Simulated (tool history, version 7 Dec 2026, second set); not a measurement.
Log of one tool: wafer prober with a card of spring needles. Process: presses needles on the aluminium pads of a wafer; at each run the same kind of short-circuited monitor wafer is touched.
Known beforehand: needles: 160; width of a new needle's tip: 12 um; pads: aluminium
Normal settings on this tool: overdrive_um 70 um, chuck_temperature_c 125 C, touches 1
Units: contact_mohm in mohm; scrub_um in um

Run 1, hour 0.0: usual settings. Result: contact_mohm 154 mohm, scrub_um 12.97 um.
At hour 6.9: tips cleaned on abrasive film.
At hour 20.5: tips cleaned on abrasive film.
At hour 37.5: tips cleaned on abrasive film.
Run 2, hour 49.8: usual settings. Result: contact_mohm 168 mohm, scrub_um 12.85 um.
At hour 53.3: tips cleaned on abrasive film.
At hour 66.9: tips cleaned on abrasive film.
At hour 83.9: tips cleaned on abrasive film.
At hour 101.0: tips cleaned on abrasive film.
At hour 118.0: tips cleaned on abrasive film.
Run 3, hour 125.8: usual settings. Result: contact_mohm 164 mohm, scrub_um 12.79 um.
At hour 132.7: tips cleaned on abrasive film.
At hour 146.4: tips cleaned on abrasive film.
At hour 163.4: tips cleaned on abrasive film.
At hour 177.0: tips cleaned on abrasive film.
At hour 194.0: tips cleaned on abrasive film.
Run 4, hour 201.8: usual settings but chuck_temperature_c 33 C. Result: contact_mohm 149 mohm, scrub_um 12.69 um.
At hour 208.6: tips cleaned on abrasive film.
At hour 225.6: tips cleaned on abrasive film.
At hour 239.3: tips cleaned on abrasive film.
Run 5, hour 244.2: usual settings but chuck_temperature_c 33 C. Result: contact_mohm 146 mohm, scrub_um 12.69 um.
At hour 254.4: tips cleaned on abrasive film.
At hour 268.1: tips cleaned on abrasive film.
At hour 281.7: tips cleaned on abrasive film.
At hour 298.7: tips cleaned on abrasive film.
At hour 315.8: tips cleaned on abrasive film.
At hour 332.8: tips cleaned on abrasive film.
Run 6, hour 336.4: usual settings but chuck_temperature_c 33 C. Result: contact_mohm 134 mohm, scrub_um 12.54 um.
At hour 346.7: tips cleaned on abrasive film.
At hour 363.7: tips cleaned on abrasive film.
At hour 377.3: tips cleaned on abrasive film.
Run 7, hour 390.5: usual settings but overdrive_um 52 um. Result: contact_mohm 224 mohm, scrub_um 9.16 um.
At hour 394.0: tips cleaned on abrasive film.
At hour 411.0: tips cleaned on abrasive film.
At hour 428.1: tips cleaned on abrasive film.
Run 8, hour 438.6: usual settings. Result: contact_mohm 169 mohm, scrub_um 12.49 um.
At hour 442.1: tips cleaned on abrasive film.
At hour 459.1: tips cleaned on abrasive film.
At hour 476.1: tips cleaned on abrasive film.
At hour 491.0: tips cleaned on abrasive film.
Run 9, hour 491.0: usual settings. Result: contact_mohm 131 mohm, scrub_um 12.46 um.
At hour 508.0: tips cleaned on abrasive film.
At hour 525.0: tips cleaned on abrasive film.
At hour 542.0: tips cleaned on abrasive film.
At hour 559.0: tips cleaned on abrasive film.
At hour 576.1: tips cleaned on abrasive film.
Run 10, hour 582.6: usual settings. Result: contact_mohm 166 mohm, scrub_um 12.32 um.
At hour 592.9: tips cleaned on abrasive film.
At hour 609.9: tips cleaned on abrasive film.
At hour 620.4: height of the first contact set anew.
At hour 623.8: tips cleaned on abrasive film.
At hour 640.9: tips cleaned on abrasive film.
At hour 654.5: tips cleaned on abrasive film.
Run 11, hour 659.6: usual settings. Result: contact_mohm 157 mohm, scrub_um 11.69 um.
At hour 669.9: tips cleaned on abrasive film.
At hour 686.9: tips cleaned on abrasive film.
At hour 703.9: tips cleaned on abrasive film.
Run 12, hour 715.3: usual settings. Result: contact_mohm 186 mohm, scrub_um 11.59 um.
At hour 718.8: tips cleaned on abrasive film.
At hour 732.4: tips cleaned on abrasive film.
At hour 749.5: tips cleaned on abrasive film.
At hour 766.5: tips cleaned on abrasive film.
At hour 783.5: tips cleaned on abrasive film.
Run 13, hour 792.1: usual settings but overdrive_um 86 um. Result: contact_mohm 158 mohm, scrub_um 14.47 um.
At hour 799.0: tips cleaned on abrasive film.
At hour 816.0: tips cleaned on abrasive film.
At hour 833.0: tips cleaned on abrasive film.
At hour 846.6: tips cleaned on abrasive film.
Run 14, hour 847.1: usual settings but overdrive_um 86 um. Result: contact_mohm 129 mohm, scrub_um 14.46 um.
At hour 860.8: tips cleaned on abrasive film.
At hour 874.4: tips cleaned on abrasive film.
At hour 891.7: height of the first contact set anew, once more.
At hour 891.8: tips cleaned on abrasive film.
At hour 906.9: tips cleaned on abrasive film.
Run 15, hour 906.9: usual settings but overdrive_um 76 um, chuck_temperature_c 99 C. Result: contact_mohm 126 mohm, scrub_um 14.32 um.
At hour 923.9: tips cleaned on abrasive film.
At hour 940.9: tips cleaned on abrasive film.
At hour 954.5: tips cleaned on abrasive film.
At hour 971.6: tips cleaned on abrasive film.
At hour 985.2: tips cleaned on abrasive film.
Run 16, hour 986.2: usual settings but overdrive_um 86 um, chuck_temperature_c 99 C, touches 3. Result: contact_mohm 123 mohm, scrub_um 16.19 um.
At hour 999.8: tips cleaned on abrasive film.
At hour 1013.5: tips cleaned on abrasive film.
At hour 1027.1: tips cleaned on abrasive film.
Run 17, hour 1028.2: usual settings but chuck_temperature_c 33 C, touches 3. Result: contact_mohm 118 mohm, scrub_um 13.02 um.
At hour 1041.8: tips cleaned on abrasive film.
At hour 1055.4: tips cleaned on abrasive film.
At hour 1069.1: tips cleaned on abrasive film.
At hour 1086.1: tips cleaned on abrasive film.
Run 18, hour 1086.2: usual settings but chuck_temperature_c 84 C, touches 3. Result: contact_mohm 121 mohm, scrub_um 13.04 um.
At hour 1099.9: tips cleaned on abrasive film.
At hour 1116.9: tips cleaned on abrasive film.
At hour 1133.9: tips cleaned on abrasive film.
At hour 1150.9: tips cleaned on abrasive film.
At hour 1168.0: tips cleaned on abrasive film.
Run 19, hour 1171.4: usual settings but overdrive_um 63 um, chuck_temperature_c 105 C, touches 2. Result: contact_mohm 148 mohm, scrub_um 11.53 um.
At hour 1181.6: tips cleaned on abrasive film.
At hour 1198.7: tips cleaned on abrasive film.
At hour 1215.7: tips cleaned on abrasive film.
At hour 1229.3: tips cleaned on abrasive film.
At hour 1246.3: tips cleaned on abrasive film.
Run 20, hour 1255.8: usual settings but overdrive_um 74 um, chuck_temperature_c 123 C. Result: contact_mohm 169 mohm, scrub_um 13.60 um.
At hour 1262.7: tips cleaned on abrasive film.
At hour 1276.3: tips cleaned on abrasive film.
At hour 1290.0: tips cleaned on abrasive film.
Run 21, hour 1293.3: usual settings but overdrive_um 74 um, chuck_temperature_c 123 C. Result: contact_mohm 150 mohm, scrub_um 13.49 um.
At hour 1307.0: tips cleaned on abrasive film.
At hour 1324.0: tips cleaned on abrasive film.
At hour 1341.0: tips cleaned on abrasive film.
At hour 1354.7: tips cleaned on abrasive film.
At hour 1366.7: card fitted with new needles.
Run 22, hour 1367.7: usual settings but overdrive_um 89 um, chuck_temperature_c 63 C, touches 3. Result: contact_mohm 114 mohm, scrub_um 16.88 um.
At hour 1381.3: tips cleaned on abrasive film.
At hour 1398.4: tips cleaned on abrasive film.
At hour 1415.4: tips cleaned on abrasive film.
At hour 1429.7: tips cleaned on abrasive film.
Run 23, hour 1429.7: usual settings but overdrive_um 89 um, chuck_temperature_c 31 C. Result: contact_mohm 108 mohm, scrub_um 16.81 um.
At hour 1446.7: tips cleaned on abrasive film.
At hour 1463.7: tips cleaned on abrasive film.
Run 24, hour 1466.9: usual settings but overdrive_um 67 um, chuck_temperature_c 44 C. Result: contact_mohm 121 mohm, scrub_um 12.58 um.

Alternative continuations, all from the tool just after run 24; predict every row:
At hour 1480.6: tips cleaned on abrasive film.
At hour 1497.6: tips cleaned on abrasive film.
At hour 1511.2: tips cleaned on abrasive film.
Run A, hour 1523.5: usual settings but overdrive_um 67 um, chuck_temperature_c 44 C, touches 3. Result: contact_mohm ?, scrub_um ?.
At hour 1480.6: tips cleaned on abrasive film.
At hour 1497.6: tips cleaned on abrasive film.
At hour 1511.2: tips cleaned on abrasive film.
Run B, hour 1523.5: usual settings but overdrive_um 75 um, chuck_temperature_c 121 C. Result: contact_mohm ?, scrub_um ?.
At hour 1480.6: tips cleaned on abrasive film.
At hour 1497.6: tips cleaned on abrasive film.
At hour 1511.2: tips cleaned on abrasive film.
Run C, hour 1523.5: usual settings but overdrive_um 58 um, chuck_temperature_c 98 C, touches 2. Result: contact_mohm ?, scrub_um ?.

run  contact_mohm  scrub_um
  A           125     12.51
  B           145     13.98
  C           146     10.81
Without the tool's unlogged condition, the same runs would have read:
run  contact_mohm  scrub_um
  A           112     12.66
  B           120     14.13
  C           122     10.96
